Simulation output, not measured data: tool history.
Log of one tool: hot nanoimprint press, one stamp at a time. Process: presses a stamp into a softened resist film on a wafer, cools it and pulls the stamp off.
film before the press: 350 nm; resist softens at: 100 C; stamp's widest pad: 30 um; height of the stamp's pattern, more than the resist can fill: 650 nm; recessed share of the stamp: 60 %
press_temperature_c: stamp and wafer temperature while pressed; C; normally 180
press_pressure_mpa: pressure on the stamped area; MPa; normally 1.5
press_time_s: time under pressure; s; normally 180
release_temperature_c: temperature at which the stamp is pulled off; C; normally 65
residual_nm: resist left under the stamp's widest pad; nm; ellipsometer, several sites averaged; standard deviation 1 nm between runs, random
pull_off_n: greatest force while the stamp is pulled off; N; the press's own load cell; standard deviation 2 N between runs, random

run,hour,press_temperature_c,press_pressure_mpa,press_time_s,release_temperature_c,residual_nm,pull_off_n
1,0,180,1.5,180,65,184.7,142
2,4.5,180,1.05,180,65,208.6,143
3,14.8,180,1.05,180,65,209.4,141
4,23.2,180,1.5,180,65,182.8,143
5,33.3,186,1.5,180,65,142.5,143
6,42.6,186,1.5,180,65,142.6,147
7,52.4,186,1.5,180,65,144,142
8,60,180,1.5,180,51,185.2,159
9,69.4,176,1.5,180,65,218.9,146
# hour 75.5: plate thermocouple calibrated
10,77.4,176,1.5,180,65,198.9,139
11,84.8,176,1.5,180,65,199.7,145
12,95.1,180,1.5,219,65,156.6,146
13,104.1,180,1.5,180,65,170.9,149
14,111.8,180,1.5,180,62,171.4,149
15,119.4,180,1.5,180,65,170.9,147
16,129.9,180,1.24,180,68,184.3,144
17,135.2,171,1.24,180,69,254.8,142
18,139.9,180,1.5,176,64,173.1,150
19,148.3,180,1.03,176,67,198,143
# hour 158.9: stamp cleaned and given a new release coat
20,160.2,180,1.03,176,67,197.5,117
21,167.9,170,1.03,353,67,235.2,118
22,175.7,170,1.03,289,67,248,118

Expected results for the next run?
23,180.1,171,1.41,289,58,?,?

{"run 23": {"residual_nm": 216.9, "pull_off_n": 125}}
If the tool had no hidden condition, the same run with the same run-to-run variation would have returned residual_nm 215.8 nm, pull_off_n 123 N.
